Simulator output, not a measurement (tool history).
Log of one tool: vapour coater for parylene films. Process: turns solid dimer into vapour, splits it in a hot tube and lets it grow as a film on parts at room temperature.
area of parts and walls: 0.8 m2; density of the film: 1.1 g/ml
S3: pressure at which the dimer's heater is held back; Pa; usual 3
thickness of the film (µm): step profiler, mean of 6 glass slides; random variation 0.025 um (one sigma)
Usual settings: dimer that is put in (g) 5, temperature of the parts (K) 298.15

run 1 hour=0 | dimer_that_is_put_in_(g)=5 temperature_of_the_parts_(K)=298.15 S3=3 | thickness_of_the_film_(µm)=4.86
run 2 hour=6.6 | dimer_that_is_put_in_(g)=5 temperature_of_the_parts_(K)=298.15 S3=6.3 | thickness_of_the_film_(µm)=4.06
run 3 hour=21.7 | dimer_that_is_put_in_(g)=5 temperature_of_the_parts_(K)=298.15 S3=6.3 | thickness_of_the_film_(µm)=4.07
run 4 hour=34.4 | dimer_that_is_put_in_(g)=5 temperature_of_the_parts_(K)=298.15 S3=6.3 | thickness_of_the_film_(µm)=4.04
run 5 hour=49.4 | dimer_that_is_put_in_(g)=5 temperature_of_the_parts_(K)=308.15 S3=3 | thickness_of_the_film_(µm)=3.99
run 6 hour=56.7 | dimer_that_is_put_in_(g)=5 temperature_of_the_parts_(K)=308.15 S3=3 | thickness_of_the_film_(µm)=3.97
run 7 hour=65.9 | dimer_that_is_put_in_(g)=5 temperature_of_the_parts_(K)=308.15 S3=3 | thickness_of_the_film_(µm)=3.99
run 8 hour=76.2 | dimer_that_is_put_in_(g)=5 temperature_of_the_parts_(K)=308.15 S3=3 | thickness_of_the_film_(µm)=3.94
run 9 hour=84.5 | dimer_that_is_put_in_(g)=5 temperature_of_the_parts_(K)=308.15 S3=3 | thickness_of_the_film_(µm)=3.98
run 10 hour=96.4 | dimer_that_is_put_in_(g)=5 temperature_of_the_parts_(K)=308.15 S3=3 | thickness_of_the_film_(µm)=3.95
run 11 hour=108 | dimer_that_is_put_in_(g)=5 temperature_of_the_parts_(K)=308.15 S3=3 | thickness_of_the_film_(µm)=3.93
run 12 hour=116.2 | dimer_that_is_put_in_(g)=6 temperature_of_the_parts_(K)=298.15 S3=3 | thickness_of_the_film_(µm)=5.72
run 13 hour=124.3 | dimer_that_is_put_in_(g)=6 temperature_of_the_parts_(K)=298.15 S3=3 | thickness_of_the_film_(µm)=5.75
run 14 hour=134.2 | dimer_that_is_put_in_(g)=6 temperature_of_the_parts_(K)=298.15 S3=3 | thickness_of_the_film_(µm)=5.7
run 15 hour=149.4 | dimer_that_is_put_in_(g)=6 temperature_of_the_parts_(K)=298.15 S3=3 | thickness_of_the_film_(µm)=5.66
run 16 hour=163.8 | dimer_that_is_put_in_(g)=6 temperature_of_the_parts_(K)=298.15 S3=3 | thickness_of_the_film_(µm)=5.67
run 17 hour=177.6 | dimer_that_is_put_in_(g)=5 temperature_of_the_parts_(K)=298.15 S3=3 | thickness_of_the_film_(µm)=4.69
run 18 hour=189 | dimer_that_is_put_in_(g)=5 temperature_of_the_parts_(K)=298.15 S3=3 | thickness_of_the_film_(µm)=4.71
run 19 hour=201.9 | dimer_that_is_put_in_(g)=5 temperature_of_the_parts_(K)=303.15 S3=3 | thickness_of_the_film_(µm)=4.3
run 20 hour=211.5 | dimer_that_is_put_in_(g)=5 temperature_of_the_parts_(K)=303.15 S3=3 | thickness_of_the_film_(µm)=4.21
run 21 hour=218.9 | dimer_that_is_put_in_(g)=5 temperature_of_the_parts_(K)=298.15 S3=3 | thickness_of_the_film_(µm)=4.68
run 22 hour=230 | dimer_that_is_put_in_(g)=5 temperature_of_the_parts_(K)=298.15 S3=3 | thickness_of_the_film_(µm)=4.69
run 23 hour=242.6 | dimer_that_is_put_in_(g)=5 temperature_of_the_parts_(K)=298.15 S3=3 | thickness_of_the_film_(µm)=4.62
run 24 hour=250.9 | dimer_that_is_put_in_(g)=5 temperature_of_the_parts_(K)=298.15 S3=3 | thickness_of_the_film_(µm)=4.64
run 25 hour=262.9 | dimer_that_is_put_in_(g)=5 temperature_of_the_parts_(K)=308.15 S3=3 | thickness_of_the_film_(µm)=3.81
run 26 hour=275.7 | dimer_that_is_put_in_(g)=3 temperature_of_the_parts_(K)=300.15 S3=3.76 | thickness_of_the_film_(µm)=2.52
run 27 hour=282.4 | dimer_that_is_put_in_(g)=3 temperature_of_the_parts_(K)=300.15 S3=3.76 | thickness_of_the_film_(µm)=2.49
run 28 hour=295.5 | dimer_that_is_put_in_(g)=3 temperature_of_the_parts_(K)=295.15 S3=5.82 | thickness_of_the_film_(µm)=2.5
-- hour=303.7 trap's valve overhauled
run 29 hour=312 | dimer_that_is_put_in_(g)=2 temperature_of_the_parts_(K)=298.15 S3=5.03 | thickness_of_the_film_(µm)=1.73
run 30 hour=326.7 | dimer_that_is_put_in_(g)=4 temperature_of_the_parts_(K)=298.15 S3=3.4 | thickness_of_the_film_(µm)=3.77
run 31 hour=336.1 | dimer_that_is_put_in_(g)=6 temperature_of_the_parts_(K)=290.15 S3=8.33 | thickness_of_the_film_(µm)=5.27
run 32 hour=345.7 | dimer_that_is_put_in_(g)=5 temperature_of_the_parts_(K)=291.15 S3=9.58 | thickness_of_the_film_(µm)=4.18
run 33 hour=361.9 | dimer_that_is_put_in_(g)=5 temperature_of_the_parts_(K)=291.15 S3=9.58 | thickness_of_the_film_(µm)=4.17
run 34 hour=378.1 | dimer_that_is_put_in_(g)=5 temperature_of_the_parts_(K)=291.15 S3=9.58 | thickness_of_the_film_(µm)=4.16
run 35 hour=392.5 | dimer_that_is_put_in_(g)=3 temperature_of_the_parts_(K)=304.15 S3=7.75 | thickness_of_the_film_(µm)=2
run 36 hour=405.8 | dimer_that_is_put_in_(g)=3 temperature_of_the_parts_(K)=304.15 S3=7.75 | thickness_of_the_film_(µm)=2.01

Forecast run 37:
run 37 hour=421.9 | dimer_that_is_put_in_(g)=3 temperature_of_the_parts_(K)=304.15 S3=3 | thickness_of_the_film_(µm)=?

Run 37 gave thickness of the film (µm) 2.53.
Without the tool's hidden state the same run would have given thickness of the film (µm) 2.59.
